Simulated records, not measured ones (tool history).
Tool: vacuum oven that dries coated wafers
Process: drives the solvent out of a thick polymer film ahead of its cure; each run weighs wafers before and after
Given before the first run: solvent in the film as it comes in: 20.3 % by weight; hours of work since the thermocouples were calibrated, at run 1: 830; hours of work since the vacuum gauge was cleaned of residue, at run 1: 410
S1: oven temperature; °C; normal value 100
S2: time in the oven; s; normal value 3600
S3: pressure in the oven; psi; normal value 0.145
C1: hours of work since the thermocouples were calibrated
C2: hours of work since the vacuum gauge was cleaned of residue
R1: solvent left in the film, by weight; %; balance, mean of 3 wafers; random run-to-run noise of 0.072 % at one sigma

run,hour,S1,S2,S3,C1,C2,R1
1,0,100,3600,0.145,830,410,6.14
2,16.4,100,3600,0.415,842,423,7.88
3,26.7,100,5880,0.145,850,431,3.66
4,39.2,100,5880,0.145,860,440,3.65
5,47.7,100,5880,0.145,867,447,3.64
6,59.2,100,5880,0.303,876,456,4.79
7,75.3,100,5880,0.303,888,468,4.84
8,86.9,100,5880,0.303,897,477,4.69
9,100.4,100,5880,0.303,908,488,4.81
10,112.6,100,5880,0.303,917,498,4.89
11,122.3,100,5880,0.303,925,505,4.84
12,131.1,100,5880,0.303,932,512,4.82
13,140.4,100,5880,0.303,939,519,4.86
14,149.3,100,5880,0.303,946,526,4.88
15,163.9,100,5880,0.303,957,538,4.89
16,177.9,100,3600,0.145,968,548,6.3
17,191.3,100,3600,0.145,979,559,6.16
18,210.8,100,3600,0.145,994,574,6.28
19,228.3,100,3600,0.145,1008,588,6.38
20,245.4,100,3600,0.145,1021,601,6.33
21,265.1,100,3600,0.145,1036,616,6.34
22,274.8,100,3600,0.145,1044,624,6.52
# hour 286.2: oven's thermocouples calibrated
23,287.7,100,3600,0.202,1,632,6.88
24,300.6,96,1860,0.202,11,642,11.73
25,314.4,107,3420,0.216,22,653,4.4
26,331.6,94,4980,0.191,35,667,7.68
# hour 342.9: oven's thermocouples calibrated, once more
27,345.2,94,4980,0.191,2,676,6.59
28,363.7,94,4980,0.191,16,690,6.67
29,379,94,4980,0.191,28,702,6.69
30,395,94,4980,0.191,41,715,6.43
31,410.4,94,4980,0.191,53,727,6.65
32,429.6,91,2160,0.17,68,742,11.95
33,444.8,91,2160,0.097,79,753,11.57
34,459,110,1860,0.175,90,764,5.27
35,469.5,104,3600,0.091,99,773,3.72
36,482.5,104,3600,0.091,109,783,3.74
37,493.7,104,3600,0.091,118,792,3.72
38,503.8,100,6180,0.181,125,799,3.41
39,522.6,100,6180,0.181,140,814,3.37
40,532.4,114,5280,0.181,148,822,1.17
41,548.2,101,3600,0.145,160,834,5.2
42,561.2,101,4020,0.236,170,844,5.13
43,571.2,100,3600,0.395,178,852,7.18
44,587,108,3600,0.191,190,864,3.05
45,600.8,94,3600,0.094,201,875,7.98
46,614.1,94,3600,0.094,211,885,7.98

Predict each of these 4 candidate next runs independently; none follows another, all start after run 46:
A,624.7,96,3180,0.207,220,894,?
B,624.7,86,4080,0.117,220,894,?
C,624.7,97,3600,0.425,220,894,?
D,624.7,102,4800,0.416,220,894,?

run,R1
A,8.45
B,10.61
C,8.62
D,5.32
Without the tool's unlogged condition, the same runs would have read:
run,R1
A,7.91
B,10.03
C,8.06
D,4.78
